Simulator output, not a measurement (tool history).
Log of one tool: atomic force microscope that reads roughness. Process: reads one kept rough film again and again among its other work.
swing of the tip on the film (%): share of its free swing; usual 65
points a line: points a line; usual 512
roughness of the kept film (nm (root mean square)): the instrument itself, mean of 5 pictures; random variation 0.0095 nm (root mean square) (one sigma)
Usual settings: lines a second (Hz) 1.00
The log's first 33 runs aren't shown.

run	hour	lines a second (Hz)	swing of the tip on the film (%)	points a line	pictures with this tip	hours of work since the height scale was calibrated	roughness of the kept film (nm (root mean square))
34	1281.0	1.00	56	512	106	1143	1.836
# hour 1315.1: new tip fitted
35	1315.1	1.00	56	512	0	1160	2.152
36	1366.8	1.00	56	512	52	1186	1.960
37	1411.2	1.00	56	512	97	1208	1.848
38	1434.0	1.33	89	730	120	1220	1.507
# hour 1456.6: new tip fitted
39	1473.3	1.33	89	730	16	1239	1.779
40	1528.5	1.17	65	700	72	1267	1.889
41	1553.3	2.77	64	466	98	1279	1.676
42	1584.9	2.77	64	466	130	1295	1.629

Forecast each of these 4 alternatives for the next run:
# hour 1595.3: new tip fitted
A	1639.6	1.10	55	294	45	1323	?
# hour 1595.3: new tip fitted
B	1639.6	3.51	64	285	45	1323	?
# hour 1595.3: new tip fitted
C	1639.6	0.75	64	466	45	1323	?
# hour 1595.3: new tip fitted
D	1639.6	2.29	83	465	45	1323	?

run	roughness of the kept film (nm (root mean square))
A	1.968
B	1.743
C	1.978
D	1.603
Without the tool's hidden state the same runs would have given:
run	roughness of the kept film (nm (root mean square))
A	2.157
B	1.911
C	2.169
D	1.757
